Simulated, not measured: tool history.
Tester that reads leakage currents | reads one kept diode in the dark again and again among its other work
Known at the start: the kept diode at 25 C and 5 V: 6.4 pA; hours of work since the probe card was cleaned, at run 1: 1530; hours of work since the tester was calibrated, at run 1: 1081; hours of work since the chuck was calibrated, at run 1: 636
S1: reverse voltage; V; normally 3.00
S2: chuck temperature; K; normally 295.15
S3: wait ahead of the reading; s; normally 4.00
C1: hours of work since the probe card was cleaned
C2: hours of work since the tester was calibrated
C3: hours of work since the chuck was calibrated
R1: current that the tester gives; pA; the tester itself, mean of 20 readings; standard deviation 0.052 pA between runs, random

run    hour    S1      S2    S3    C1    C2    C3     R1
  1     0.0  3.00  295.15  4.00  1530  1081   636  11.07
  2    49.0  3.00  295.15  4.00  1555  1107   661  11.09
  3    86.5  3.00  317.15  4.00  1575  1126   681  32.72
  4   145.3  3.00  317.15  4.00  1605  1156   711  32.89
  5   188.1  3.00  317.15  4.00  1628  1179   733  32.94
  6   224.8  3.00  295.15  4.00  1647  1198   752  11.58
  7   281.5  3.00  295.15  4.00  1676  1227   782  11.75
  8   312.0  3.00  295.15  4.00  1692  1243   797  11.88
  9   372.8  3.00  295.15  4.00  1723  1274   829  11.91
 10   415.9  3.00  295.15  4.00  1746  1297   851  11.99
 11   448.8  3.00  302.15  4.00  1763  1314   868  15.53
 12   506.3  3.00  302.15  4.00  1793  1344   898  15.92
 13   539.4  3.00  302.15  4.00  1810  1361   915  15.81
 14   583.1  3.00  302.15  4.00  1832  1383   938  16.01
 15   637.2  3.00  312.15  4.00  1860  1411   966  25.92
 16   673.7  5.70  314.15  2.15  1879  1430   985  41.92
 17   700.1  5.70  302.15  3.49  1893  1444   999  25.60
 18   735.0  5.70  302.15  3.49  1911  1462  1017  25.85
 19   767.9  1.37  321.15  3.49  1928  1479  1034  30.78
 20   805.4  3.00  295.15  5.12  1948  1499  1053  12.89
 21   844.8  3.00  295.15  5.12  1968  1519  1074  13.06
      857.6  -- probe card cleaned and baked
 22   881.0  3.00  316.15  5.12    12  1536  1091  24.80
 23   940.3  1.22  295.15  1.91    43  1567  1122   3.67
 24   987.0  2.80  304.15  1.91    67  1591  1146  10.26
 25  1049.4  3.00  293.15  4.50    99  1624  1178   4.59
 26  1096.2  5.07  317.15  0.75   124  1648  1202  35.32
 27  1126.3  5.07  301.15  1.61   139  1664  1218  11.20
 28  1162.4  5.07  301.15  1.61   158  1682  1237  11.44

Here are 4 independent what-if runs from the current tool condition. What would each one return?
  A  1189.5  5.07  310.15  4.50  172  1696  1251   ?
  B  1189.5  5.07  318.15  1.61  172  1696  1251   ?
  C  1189.5  1.88  301.15  5.45  172  1696  1251   ?
  D  1189.5  3.00  295.15  8.72  172  1696  1251   ?

run     R1
  A  20.53
  B  36.75
  C   7.03
  D   5.41
Had the tool no hidden state, the same runs would have come out as:
run     R1
  A  17.92
  B  33.17
  C   6.07
  D   4.30
